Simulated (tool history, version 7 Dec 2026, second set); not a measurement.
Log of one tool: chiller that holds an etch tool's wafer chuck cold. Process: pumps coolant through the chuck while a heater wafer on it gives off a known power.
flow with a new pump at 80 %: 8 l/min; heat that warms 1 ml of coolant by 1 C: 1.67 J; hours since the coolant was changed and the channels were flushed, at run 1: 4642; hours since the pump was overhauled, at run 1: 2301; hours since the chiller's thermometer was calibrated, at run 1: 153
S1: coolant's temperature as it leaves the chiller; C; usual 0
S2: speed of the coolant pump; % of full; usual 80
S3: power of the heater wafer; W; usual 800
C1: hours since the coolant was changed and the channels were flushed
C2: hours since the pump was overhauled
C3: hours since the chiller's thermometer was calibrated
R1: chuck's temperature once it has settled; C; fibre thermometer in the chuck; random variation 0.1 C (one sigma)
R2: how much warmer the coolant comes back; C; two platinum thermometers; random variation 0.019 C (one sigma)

{"run": 1, "day": 0.0, "S1": 0, "S2": 80, "S3": 800, "C1": 4642, "C2": 2301, "C3": 153, "R1": 7.5, "R2": 3.63}
{"run": 2, "day": 2.996, "S1": 0, "S2": 80, "S3": 698, "C1": 4714, "C2": 2373, "C3": 224, "R1": 6.5, "R2": 3.19}
{"run": 3, "day": 5.375, "S1": 0, "S2": 80, "S3": 800, "C1": 4771, "C2": 2430, "C3": 281, "R1": 7.8, "R2": 3.66}
{"run": 4, "day": 8.925, "S1": 0, "S2": 80, "S3": 800, "C1": 4856, "C2": 2516, "C3": 367, "R1": 7.6, "R2": 3.67}
{"run": 5, "day": 11.842, "S1": 10, "S2": 80, "S3": 800, "C1": 4926, "C2": 2586, "C3": 437, "R1": 17.8, "R2": 3.7}
{"run": 6, "day": 14.408, "S1": 10, "S2": 80, "S3": 800, "C1": 4987, "C2": 2647, "C3": 498, "R1": 17.8, "R2": 3.67}
{"run": 7, "day": 19.083, "S1": 10, "S2": 80, "S3": 800, "C1": 5100, "C2": 2759, "C3": 611, "R1": 17.5, "R2": 3.7}
{"run": 8, "day": 21.271, "S1": 10, "S2": 80, "S3": 800, "C1": 5152, "C2": 2812, "C3": 663, "R1": 17.7, "R2": 3.69}
{"run": 9, "day": 25.538, "S1": 10, "S2": 80, "S3": 800, "C1": 5255, "C2": 2914, "C3": 765, "R1": 17.7, "R2": 3.7}
{"run": 10, "day": 28.462, "S1": 0, "S2": 80, "S3": 800, "C1": 5325, "C2": 2984, "C3": 836, "R1": 7.8, "R2": 3.7}
{"run": 11, "day": 31.017, "S1": 0, "S2": 80, "S3": 800, "C1": 5386, "C2": 3046, "C3": 897, "R1": 7.9, "R2": 3.7}
{"run": 12, "day": 34.267, "S1": 0, "S2": 80, "S3": 800, "C1": 5464, "C2": 3124, "C3": 975, "R1": 7.9, "R2": 3.71}
{"run": 13, "day": 38.458, "S1": 0, "S2": 80, "S3": 800, "C1": 5565, "C2": 3224, "C3": 1076, "R1": 7.8, "R2": 3.66}
{"run": 14, "day": 41.55, "S1": 0, "S2": 80, "S3": 800, "C1": 5639, "C2": 3299, "C3": 1150, "R1": 7.9, "R2": 3.71}
{"run": 15, "day": 46.067, "S1": 0, "S2": 80, "S3": 800, "C1": 5747, "C2": 3407, "C3": 1258, "R1": 8, "R2": 3.66}
{"run": 16, "day": 50.662, "S1": 0, "S2": 80, "S3": 432, "C1": 5858, "C2": 3517, "C3": 1368, "R1": 4.3, "R2": 1.98}
{"run": 17, "day": 55.921, "S1": -10, "S2": 80, "S3": 432, "C1": 5984, "C2": 3643, "C3": 1495, "R1": -5.7, "R2": 1.99}
{"run": 18, "day": 60.312, "S1": -10, "S2": 80, "S3": 432, "C1": 6089, "C2": 3749, "C3": 1600, "R1": -5.5, "R2": 2}
{"day": 60.775, "done": "chiller's thermometer calibrated"}
{"run": 19, "day": 63.567, "S1": -10, "S2": 80, "S3": 432, "C1": 6166, "C2": 3826, "C3": 67, "R1": -5.6, "R2": 2.06}
{"run": 20, "day": 65.688, "S1": 0, "S2": 90, "S3": 662, "C1": 6217, "C2": 3877, "C3": 118, "R1": 6.1, "R2": 2.73}
{"run": 21, "day": 68.342, "S1": 0, "S2": 90, "S3": 662, "C1": 6281, "C2": 3941, "C3": 182, "R1": 6.3, "R2": 2.76}
{"run": 22, "day": 71.038, "S1": 0, "S2": 90, "S3": 662, "C1": 6346, "C2": 4005, "C3": 246, "R1": 6.2, "R2": 2.75}
{"run": 23, "day": 73.238, "S1": 0, "S2": 90, "S3": 662, "C1": 6398, "C2": 4058, "C3": 299, "R1": 6.2, "R2": 2.72}
{"run": 24, "day": 75.808, "S1": 0, "S2": 90, "S3": 662, "C1": 6460, "C2": 4120, "C3": 361, "R1": 6.2, "R2": 2.73}
{"run": 25, "day": 78.1, "S1": 0, "S2": 90, "S3": 662, "C1": 6515, "C2": 4175, "C3": 416, "R1": 6.1, "R2": 2.77}
{"run": 26, "day": 82.638, "S1": -9, "S2": 71, "S3": 518, "C1": 6624, "C2": 4284, "C3": 525, "R1": -3, "R2": 2.77}
{"run": 27, "day": 87.829, "S1": -9, "S2": 71, "S3": 518, "C1": 6749, "C2": 4408, "C3": 649, "R1": -3, "R2": 2.72}
{"day": 88.5, "done": "chiller's thermometer calibrated, once more"}
{"run": 28, "day": 91.221, "S1": 0, "S2": 62, "S3": 584, "C1": 6829, "C2": 4489, "C3": 65, "R1": 7.5, "R2": 3.6}
{"run": 29, "day": 94.129, "S1": 0, "S2": 80, "S3": 685, "C1": 6899, "C2": 4558, "C3": 135, "R1": 6.8, "R2": 3.24}
{"run": 30, "day": 97.725, "S1": -1, "S2": 80, "S3": 800, "C1": 6985, "C2": 4645, "C3": 221, "R1": 6.9, "R2": 3.75}
{"run": 31, "day": 100.929, "S1": -1, "S2": 80, "S3": 800, "C1": 7062, "C2": 4722, "C3": 298, "R1": 7.2, "R2": 3.74}
{"run": 32, "day": 104.533, "S1": 0, "S2": 89, "S3": 975, "C1": 7148, "C2": 4808, "C3": 385, "R1": 9.2, "R2": 4.1}

Forecast each of these 3 alternatives for the next run:
{"run": "A", "day": 107.246, "S1": 0, "S2": 75, "S3": 994, "C1": 7214, "C2": 4873, "C3": 450, "R1": "?", "R2": "?"}
{"run": "B", "day": 107.246, "S1": -5, "S2": 64, "S3": 800, "C1": 7214, "C2": 4873, "C3": 450, "R1": "?", "R2": "?"}
{"run": "C", "day": 107.246, "S1": 0, "S2": 89, "S3": 975, "C1": 7214, "C2": 4873, "C3": 450, "R1": "?", "R2": "?"}

run=A R1=10.9 R2=5.01
run=B R1=5.2 R2=4.73
run=C R1=9.2 R2=4.1
Without the tool's hidden state the same runs would have given:
run=A R1=9 R2=4.79
run=B R1=3.4 R2=4.52
run=C R1=7.5 R2=3.92
